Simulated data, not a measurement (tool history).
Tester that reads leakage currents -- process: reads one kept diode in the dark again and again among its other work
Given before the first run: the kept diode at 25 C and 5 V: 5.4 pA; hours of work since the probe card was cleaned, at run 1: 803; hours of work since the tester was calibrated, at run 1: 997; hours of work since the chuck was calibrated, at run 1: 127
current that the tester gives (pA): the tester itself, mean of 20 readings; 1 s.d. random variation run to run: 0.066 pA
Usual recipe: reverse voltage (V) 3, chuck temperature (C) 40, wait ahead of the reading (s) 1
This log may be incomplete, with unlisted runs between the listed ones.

run,hour,reverse voltage (V),chuck temperature (C),wait ahead of the reading (s),hours of work since the probe card was cleaned,hours of work since the tester was calibrated,hours of work since the chuck was calibrated,current that the tester gives (pA)
1,0,3,40,1,803,997,127,16.59
2,147.4,3,40,1,872,1066,196,16.86
3,218.2,3,40,1,905,1099,229,17.16
4,369.1,3,40,1,976,1170,300,17.38
5,453.4,3,40,1,1016,1210,340,17.5
6,572.4,3,40,1,1072,1266,396,17.61
7,704.9,3,40,1,1134,1328,458,17.9
# hour 828.8: chuck's temperature calibrated
8,837.8,3,40,0.32,1195,1390,4,19.3
9,934.8,3,40,1,1241,1435,50,17.67
10,1034.8,3,40,1,1288,1482,97,17.86
11,1180.3,3,40,1,1356,1551,165,18
12,1295.8,3,40,1,1411,1605,219,18.37
13,1373.3,3,40,1,1447,1641,256,18.46
14,1459,3,40,1,1487,1681,296,18.74
15,1610.2,3,40,1,1558,1752,367,18.9
16,1766.8,3,40,1,1632,1826,441,19.23
17,1833.7,3,46,1,1663,1858,472,26.99
# hour 1932.3: chuck's temperature calibrated
18,1946.6,3,46,1,1715,1910,7,26.26
19,2080.8,3,46,1,1778,1973,70,26.55
20,2239.3,2.06,40,1,1853,2047,144,14.9
21,2368.3,1.22,40,1.74,1913,2108,205,10.51
22,2440.6,3,25,1,1947,2142,239,10.15
23,2564.1,3,25,6.78,2005,2200,297,9.47
24,2707.8,1.26,40,3.04,2073,2267,364,10.75
25,2850.2,11.11,37,0.33,2140,2334,431,53.49
26,2949.6,11.11,35,6.56,2186,2381,478,41.29
# hour 3037.1: chuck's temperature calibrated
27,3102.6,11.11,35,1.44,2257,2452,31,43.33
# hour 3112.6: tester calibrated
28,3238.4,11.11,35,1.44,2320,59,94,43.9
29,3390.3,2.22,27,1.56,2392,130,165,9.24
# hour 3420: tester calibrated, once more
30,3538,2.22,27,1.56,2460,55,233,9.22
31,3690.9,2.22,34,1.56,2532,127,305,12.5
32,3799,8.51,24,1,2583,178,356,28.09
33,3941.7,8.01,40,1,2650,245,423,44.51
34,4082.7,8.01,40,1,2716,311,489,45.16
# hour 4142: chuck's temperature calibrated
35,4217.4,8.01,26,3.22,2778,374,35,27.29
36,4354.6,8.01,34,0.35,2843,438,100,40.71
37,4426.3,7.4,39,1,2876,472,134,40.85
38,4580.2,7.28,46,0.37,2949,544,206,58.96
39,4664.2,1.89,40,2.77,2988,584,245,15.42

For each run, the measured value with the value that run would have given without the tool's hidden condition subtracted. The run-to-run variation is shared by both, the gauge scatter possibly not:
What the log doesn't record here: stray current of the dirty probe card, pA a volt; current scale over the true one, %; true chuck temperature over the reading, C; drift of the gauge itself on leakage_pa, %.
run,current that the tester gives (pA)
1,+2.43
2,+2.68
3,+2.83
4,+3.1
5,+3.25
6,+3.46
7,+3.7
8,+3.27
9,+3.45
10,+3.63
11,+3.87
12,+4.09
13,+4.23
14,+4.4
15,+4.64
16,+4.93
17,+5.43
18,+4.5
19,+4.78
20,+3.45
21,+2.18
22,+5.1
23,+5.25
24,+2.54
25,+21.36
26,+21.68
27,+21.95
28,+22.7
29,+4.72
30,+4.73
31,+4.99
32,+18.78
33,+18.99
34,+19.56
35,+18.76
36,+19.34
37,+18.15
38,+18.82
39,+4.99

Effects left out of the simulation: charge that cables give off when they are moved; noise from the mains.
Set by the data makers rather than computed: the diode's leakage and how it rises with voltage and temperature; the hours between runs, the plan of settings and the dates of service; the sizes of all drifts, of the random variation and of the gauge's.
